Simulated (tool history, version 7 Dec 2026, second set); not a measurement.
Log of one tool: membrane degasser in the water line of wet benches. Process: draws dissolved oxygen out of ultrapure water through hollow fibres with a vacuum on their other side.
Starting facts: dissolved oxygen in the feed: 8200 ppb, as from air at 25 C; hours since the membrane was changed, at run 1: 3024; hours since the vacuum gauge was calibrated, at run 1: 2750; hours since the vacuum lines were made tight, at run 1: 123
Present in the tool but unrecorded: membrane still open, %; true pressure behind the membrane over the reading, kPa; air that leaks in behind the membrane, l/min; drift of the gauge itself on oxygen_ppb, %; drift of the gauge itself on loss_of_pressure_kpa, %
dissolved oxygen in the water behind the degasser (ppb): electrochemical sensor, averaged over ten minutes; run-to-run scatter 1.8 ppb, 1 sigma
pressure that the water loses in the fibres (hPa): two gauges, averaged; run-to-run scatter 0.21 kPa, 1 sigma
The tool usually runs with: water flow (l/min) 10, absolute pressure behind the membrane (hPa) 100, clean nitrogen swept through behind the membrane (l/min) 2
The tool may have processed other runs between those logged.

run    hour  water flow (l/min)  absolute pressure behind the membrane (hPa)  clean nitrogen swept through behind the membrane (l/min)  hours since the membrane was changed  hours since the vacuum gauge was calibrated  hours since the vacuum lines were made tight  dissolved oxygen in the water behind the degasser (ppb)  pressure that the water loses in the fibres (hPa)
  1       0                  10                                          100                                                         2                                  3024                                         2750                                           123                                                    188.2                                              476.5
  2    80.5                  10                                          100                                                         2                                  3105                                         2831                                           203                                                    189.5                                              476.7
  3   166.1                   7                                          100                                                         2                                  3190                                         2917                                           289                                                       90                                                333
  4     221                   7                                          100                                                         2                                  3245                                         2971                                           344                                                       91                                              335.7
  5   312.6                   7                                          100                                                         2                                  3337                                         3063                                           436                                                     89.3                                              334.5
  6   356.6                   7                                          100                                                         2                                  3381                                         3107                                           480                                                     90.2                                              330.4
  7   413.9                   7                                          100                                                         2                                  3438                                         3164                                           537                                                     90.7                                              333.8
  8   485.6                   7                                          100                                                         2                                  3510                                         3236                                           609                                                     91.9                                              333.8
  9   562.7                  10                                          191                                                         2                                  3587                                         3313                                           686                                                    295.6                                              478.3
 10   648.8                   7                                          191                                                         2                                  3673                                         3399                                           772                                                    167.5                                              332.6
 11   696.5                  10                                          100                                                         2                                  3721                                         3447                                           819                                                    189.3                                              476.3
      703.3  -- vacuum gauge calibrated
 12   762.5                  12                                          142                                                      4.36                                  3786                                           59                                           885                                                      254                                              572.7
 13   836.3                  12                                          142                                                      4.36                                  3860                                          133                                           959                                                    253.5                                              572.3
        869  -- vacuum gauge calibrated, once more
 14   889.4                  12                                          142                                                      4.36                                  3912                                           20                                          1011                                                    245.8                                                573
 15   929.4                  10                                          153                                                         3                                  3952                                           60                                          1051                                                    200.7                                              477.3
 16   970.4                   9                                          153                                                         3                                  3993                                          101                                          1092                                                    166.2                                              429.9
 17  1055.4                   8                                          104                                                         3                                  4078                                          186                                          1177                                                     99.6                                              381.8
 18    1148                  11                                          104                                                         3                                  4171                                          279                                          1270                                                    203.8                                              527.5
 19  1188.6                  10                                          181                                                      2.67                                  4212                                          320                                          1311                                                      244                                              479.7
 20    1251                   6                                          134                                                      0.93                                  4274                                          382                                          1373                                                    176.6                                              289.5
 21  1335.1                   9                                          238                                                         2                                  4358                                          466                                          1457                                                    297.5                                              427.8

Forecast run 22:
 22  1393.2                   9                                           80                                                      3.62                                  4416                                          524                                          1515                                                        ?                                                  ?

dissolved oxygen in the water behind the degasser (ppb): 108.6
pressure that the water loses in the fibres (hPa): 430.8
With no hidden state in the tool, this same run would have given dissolved oxygen in the water behind the degasser (ppb) 102.5, pressure that the water loses in the fibres (hPa) 423.8.
